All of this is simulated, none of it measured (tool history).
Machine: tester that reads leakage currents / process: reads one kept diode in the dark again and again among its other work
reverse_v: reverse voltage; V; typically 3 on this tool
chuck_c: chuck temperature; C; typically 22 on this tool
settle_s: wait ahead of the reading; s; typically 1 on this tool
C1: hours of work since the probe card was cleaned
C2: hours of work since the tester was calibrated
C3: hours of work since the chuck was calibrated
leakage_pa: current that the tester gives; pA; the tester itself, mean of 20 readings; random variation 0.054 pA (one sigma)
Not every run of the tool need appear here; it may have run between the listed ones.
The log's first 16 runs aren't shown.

{"run": 17, "hour": 2297.2, "reverse_v": 3, "chuck_c": 22, "settle_s": 1, "C1": 418, "C2": 1563, "C3": 152, "leakage_pa": 6.86}
{"run": 18, "hour": 2392.9, "reverse_v": 10.56, "chuck_c": 35, "settle_s": 1, "C1": 469, "C2": 1614, "C3": 203, "leakage_pa": 38.77}
{"run": 19, "hour": 2526.4, "reverse_v": 1.37, "chuck_c": 57, "settle_s": 0.31, "C1": 541, "C2": 1686, "C3": 274, "leakage_pa": 58.47}
{"run": 20, "hour": 2671.3, "reverse_v": 1.37, "chuck_c": 57, "settle_s": 0.31, "C1": 618, "C2": 1763, "C3": 352, "leakage_pa": 58.06}
{"run": 21, "hour": 2766.3, "reverse_v": 1.18, "chuck_c": 22, "settle_s": 0.46, "C1": 668, "C2": 1813, "C3": 402, "leakage_pa": 4.05}
{"run": 22, "hour": 2949.8, "reverse_v": 1.18, "chuck_c": 22, "settle_s": 0.46, "C1": 766, "C2": 1911, "C3": 500, "leakage_pa": 4.13}
{"run": 23, "hour": 3128.7, "reverse_v": 3, "chuck_c": 46, "settle_s": 1, "C1": 862, "C2": 2007, "C3": 595, "leakage_pa": 42.15}
{"run": 24, "hour": 3306.9, "reverse_v": 8.56, "chuck_c": 43, "settle_s": 0.46, "C1": 957, "C2": 2101, "C3": 690, "leakage_pa": 62.61}
{"run": 25, "hour": 3424.7, "reverse_v": 3, "chuck_c": 28, "settle_s": 1, "C1": 1019, "C2": 2164, "C3": 753, "leakage_pa": 10.9}
{"hour": 3483.9, "done": "chuck's temperature calibrated"}
{"run": 26, "hour": 3512.9, "reverse_v": 1.62, "chuck_c": 45, "settle_s": 0.51, "C1": 1065, "C2": 2210, "C3": 15, "leakage_pa": 28}
{"run": 27, "hour": 3600.0, "reverse_v": 1.62, "chuck_c": 28, "settle_s": 7.97, "C1": 1112, "C2": 2257, "C3": 62, "leakage_pa": 7.51}
{"run": 28, "hour": 3709.0, "reverse_v": 3.25, "chuck_c": 32, "settle_s": 4.51, "C1": 1170, "C2": 2315, "C3": 120, "leakage_pa": 15.37}
{"run": 29, "hour": 3841.5, "reverse_v": 3.25, "chuck_c": 32, "settle_s": 4.51, "C1": 1240, "C2": 2385, "C3": 191, "leakage_pa": 15.27}

Expected results for the next run?
{"run": 30, "hour": 3974.2, "reverse_v": 3.47, "chuck_c": 31, "settle_s": 0.33, "C1": 1311, "C2": 2456, "C3": 261, "leakage_pa": "?"}

leakage_pa: 16.03 pA
If the tool had no hidden condition, the same run with the same run-to-run variation would have returned leakage_pa 16.03 pA.
